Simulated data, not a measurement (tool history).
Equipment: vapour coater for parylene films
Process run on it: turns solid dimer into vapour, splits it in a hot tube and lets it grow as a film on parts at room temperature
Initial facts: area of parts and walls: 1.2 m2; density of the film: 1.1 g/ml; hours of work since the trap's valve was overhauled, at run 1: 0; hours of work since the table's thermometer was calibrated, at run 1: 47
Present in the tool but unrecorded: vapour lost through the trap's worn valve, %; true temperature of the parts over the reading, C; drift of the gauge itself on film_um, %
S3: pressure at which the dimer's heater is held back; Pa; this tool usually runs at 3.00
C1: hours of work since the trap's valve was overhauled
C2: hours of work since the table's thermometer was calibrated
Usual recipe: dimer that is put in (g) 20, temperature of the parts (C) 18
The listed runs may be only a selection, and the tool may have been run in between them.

{"run": 1, "hour": 0.0, "dimer that is put in (g)": 20, "temperature of the parts (C)": 18, "S3": 3.0, "C1": 0, "C2": 47, "thickness of the film (nm)": 12300}
{"run": 2, "hour": 36.9, "dimer that is put in (g)": 20, "temperature of the parts (C)": 18, "S3": 3.0, "C1": 19, "C2": 66, "thickness of the film (nm)": 12060}
{"run": 3, "hour": 65.7, "dimer that is put in (g)": 20, "temperature of the parts (C)": 18, "S3": 3.0, "C1": 33, "C2": 80, "thickness of the film (nm)": 12030}
{"run": 4, "hour": 103.4, "dimer that is put in (g)": 18, "temperature of the parts (C)": 18, "S3": 3.0, "C1": 52, "C2": 99, "thickness of the film (nm)": 11020}
{"run": 5, "hour": 142.4, "dimer that is put in (g)": 20, "temperature of the parts (C)": 18, "S3": 3.0, "C1": 71, "C2": 119, "thickness of the film (nm)": 12290}
{"run": 6, "hour": 180.7, "dimer that is put in (g)": 20, "temperature of the parts (C)": 18, "S3": 3.0, "C1": 91, "C2": 138, "thickness of the film (nm)": 12050}
{"run": 7, "hour": 220.0, "dimer that is put in (g)": 20, "temperature of the parts (C)": 18, "S3": 3.0, "C1": 110, "C2": 158, "thickness of the film (nm)": 11960}
{"run": 8, "hour": 247.8, "dimer that is put in (g)": 20, "temperature of the parts (C)": 18, "S3": 3.0, "C1": 124, "C2": 172, "thickness of the film (nm)": 12210}
{"run": 9, "hour": 285.7, "dimer that is put in (g)": 20, "temperature of the parts (C)": 18, "S3": 3.0, "C1": 143, "C2": 191, "thickness of the film (nm)": 11960}
{"run": 10, "hour": 327.0, "dimer that is put in (g)": 30, "temperature of the parts (C)": 18, "S3": 3.0, "C1": 164, "C2": 211, "thickness of the film (nm)": 18150}
{"run": 11, "hour": 371.3, "dimer that is put in (g)": 30, "temperature of the parts (C)": 18, "S3": 3.0, "C1": 186, "C2": 234, "thickness of the film (nm)": 17900}
{"run": 12, "hour": 415.3, "dimer that is put in (g)": 30, "temperature of the parts (C)": 18, "S3": 3.0, "C1": 208, "C2": 256, "thickness of the film (nm)": 18140}
{"run": 13, "hour": 446.5, "dimer that is put in (g)": 30, "temperature of the parts (C)": 18, "S3": 3.0, "C1": 224, "C2": 271, "thickness of the film (nm)": 18000}
{"hour": 473.6, "done": "trap's valve overhauled"}
{"run": 14, "hour": 485.7, "dimer that is put in (g)": 30, "temperature of the parts (C)": 18, "S3": 3.0, "C1": 6, "C2": 289, "thickness of the film (nm)": 18090}
{"run": 15, "hour": 516.3, "dimer that is put in (g)": 30, "temperature of the parts (C)": 18, "S3": 3.0, "C1": 21, "C2": 304, "thickness of the film (nm)": 18490}
{"run": 16, "hour": 550.7, "dimer that is put in (g)": 30, "temperature of the parts (C)": 18, "S3": 3.0, "C1": 39, "C2": 322, "thickness of the film (nm)": 18310}
{"run": 17, "hour": 592.3, "dimer that is put in (g)": 20, "temperature of the parts (C)": 10, "S3": 3.0, "C1": 60, "C2": 342, "thickness of the film (nm)": 14240}
{"run": 18, "hour": 633.2, "dimer that is put in (g)": 20, "temperature of the parts (C)": 10, "S3": 3.0, "C1": 80, "C2": 363, "thickness of the film (nm)": 14400}
{"run": 19, "hour": 677.7, "dimer that is put in (g)": 20, "temperature of the parts (C)": 10, "S3": 3.0, "C1": 102, "C2": 385, "thickness of the film (nm)": 14270}
{"run": 20, "hour": 714.3, "dimer that is put in (g)": 20, "temperature of the parts (C)": 10, "S3": 3.0, "C1": 121, "C2": 404, "thickness of the film (nm)": 14440}
{"run": 21, "hour": 758.6, "dimer that is put in (g)": 20, "temperature of the parts (C)": 10, "S3": 3.0, "C1": 143, "C2": 426, "thickness of the film (nm)": 14110}
{"run": 22, "hour": 780.6, "dimer that is put in (g)": 20, "temperature of the parts (C)": 10, "S3": 3.0, "C1": 154, "C2": 437, "thickness of the film (nm)": 14250}
{"run": 23, "hour": 806.5, "dimer that is put in (g)": 20, "temperature of the parts (C)": 10, "S3": 3.0, "C1": 167, "C2": 450, "thickness of the film (nm)": 14290}
{"run": 24, "hour": 834.0, "dimer that is put in (g)": 20, "temperature of the parts (C)": 13, "S3": 6.72, "C1": 181, "C2": 464, "thickness of the film (nm)": 12140}
{"run": 25, "hour": 857.4, "dimer that is put in (g)": 20, "temperature of the parts (C)": 13, "S3": 6.72, "C1": 193, "C2": 475, "thickness of the film (nm)": 12290}
{"run": 26, "hour": 898.0, "dimer that is put in (g)": 20, "temperature of the parts (C)": 26, "S3": 6.72, "C1": 213, "C2": 496, "thickness of the film (nm)": 9380}
{"run": 27, "hour": 924.4, "dimer that is put in (g)": 20, "temperature of the parts (C)": 13, "S3": 3.0, "C1": 226, "C2": 509, "thickness of the film (nm)": 13110}
{"hour": 946.7, "done": "trap's valve overhauled"}
{"run": 28, "hour": 949.6, "dimer that is put in (g)": 20, "temperature of the parts (C)": 14, "S3": 6.87, "C1": 1, "C2": 520, "thickness of the film (nm)": 12000}
{"run": 29, "hour": 978.3, "dimer that is put in (g)": 20, "temperature of the parts (C)": 14, "S3": 6.87, "C1": 16, "C2": 534, "thickness of the film (nm)": 11740}
{"run": 30, "hour": 1023.3, "dimer that is put in (g)": 14, "temperature of the parts (C)": 14, "S3": 6.87, "C1": 38, "C2": 557, "thickness of the film (nm)": 8390}
{"run": 31, "hour": 1050.3, "dimer that is put in (g)": 14, "temperature of the parts (C)": 13, "S3": 6.87, "C1": 52, "C2": 570, "thickness of the film (nm)": 8470}
{"run": 32, "hour": 1077.6, "dimer that is put in (g)": 14, "temperature of the parts (C)": 13, "S3": 10.36, "C1": 66, "C2": 584, "thickness of the film (nm)": 8200}
{"run": 33, "hour": 1102.2, "dimer that is put in (g)": 12, "temperature of the parts (C)": 11, "S3": 3.0, "C1": 78, "C2": 596, "thickness of the film (nm)": 8340}
{"run": 34, "hour": 1148.2, "dimer that is put in (g)": 19, "temperature of the parts (C)": 11, "S3": 7.06, "C1": 101, "C2": 619, "thickness of the film (nm)": 12020}
{"run": 35, "hour": 1189.6, "dimer that is put in (g)": 30, "temperature of the parts (C)": 11, "S3": 10.1, "C1": 122, "C2": 640, "thickness of the film (nm)": 18350}
{"run": 36, "hour": 1212.0, "dimer that is put in (g)": 33, "temperature of the parts (C)": 19, "S3": 4.08, "C1": 133, "C2": 651, "thickness of the film (nm)": 18860}
{"run": 37, "hour": 1248.2, "dimer that is put in (g)": 33, "temperature of the parts (C)": 19, "S3": 4.08, "C1": 151, "C2": 669, "thickness of the film (nm)": 18530}
{"run": 38, "hour": 1281.2, "dimer that is put in (g)": 12, "temperature of the parts (C)": 18, "S3": 3.43, "C1": 168, "C2": 686, "thickness of the film (nm)": 7060}
{"run": 39, "hour": 1320.5, "dimer that is put in (g)": 12, "temperature of the parts (C)": 18, "S3": 3.43, "C1": 187, "C2": 706, "thickness of the film (nm)": 7110}
{"run": 40, "hour": 1343.5, "dimer that is put in (g)": 12, "temperature of the parts (C)": 19, "S3": 5.83, "C1": 199, "C2": 717, "thickness of the film (nm)": 6560}
{"run": 41, "hour": 1378.2, "dimer that is put in (g)": 32, "temperature of the parts (C)": 14, "S3": 5.83, "C1": 216, "C2": 735, "thickness of the film (nm)": 19360}
{"hour": 1419.4, "done": "trap's valve overhauled"}
{"run": 42, "hour": 1420.6, "dimer that is put in (g)": 11, "temperature of the parts (C)": 15, "S3": 3.34, "C1": 1, "C2": 754, "thickness of the film (nm)": 7000}
{"run": 43, "hour": 1448.0, "dimer that is put in (g)": 11, "temperature of the parts (C)": 15, "S3": 3.34, "C1": 14, "C2": 768, "thickness of the film (nm)": 6920}
{"run": 44, "hour": 1492.5, "dimer that is put in (g)": 10, "temperature of the parts (C)": 11, "S3": 5.03, "C1": 37, "C2": 790, "thickness of the film (nm)": 6660}
{"run": 45, "hour": 1516.5, "dimer that is put in (g)": 10, "temperature of the parts (C)": 11, "S3": 5.03, "C1": 49, "C2": 802, "thickness of the film (nm)": 6620}
{"run": 46, "hour": 1552.0, "dimer that is put in (g)": 10, "temperature of the parts (C)": 11, "S3": 5.03, "C1": 66, "C2": 820, "thickness of the film (nm)": 6490}

Hidden state at the last listed run before each entry between runs and at the first one after, where it differs:
From run 13 to run 14: trap's valve overhauled (hour 473.6)
  vapour lost through the trap's worn valve, %: 0.7 -> 0.1
  measured less the result without the state, thickness of the film (nm): -130 -> -20
From run 27 to run 28: trap's valve overhauled (hour 946.7)
  vapour lost through the trap's worn valve, %: 0.7 -> 0
  measured less the result without the state, thickness of the film (nm): -100 -> -10
From run 41 to run 42: trap's valve overhauled (hour 1419.4)
  vapour lost through the trap's worn valve, %: 0.7 -> 0
  measured less the result without the state, thickness of the film (nm): -150 -> -10
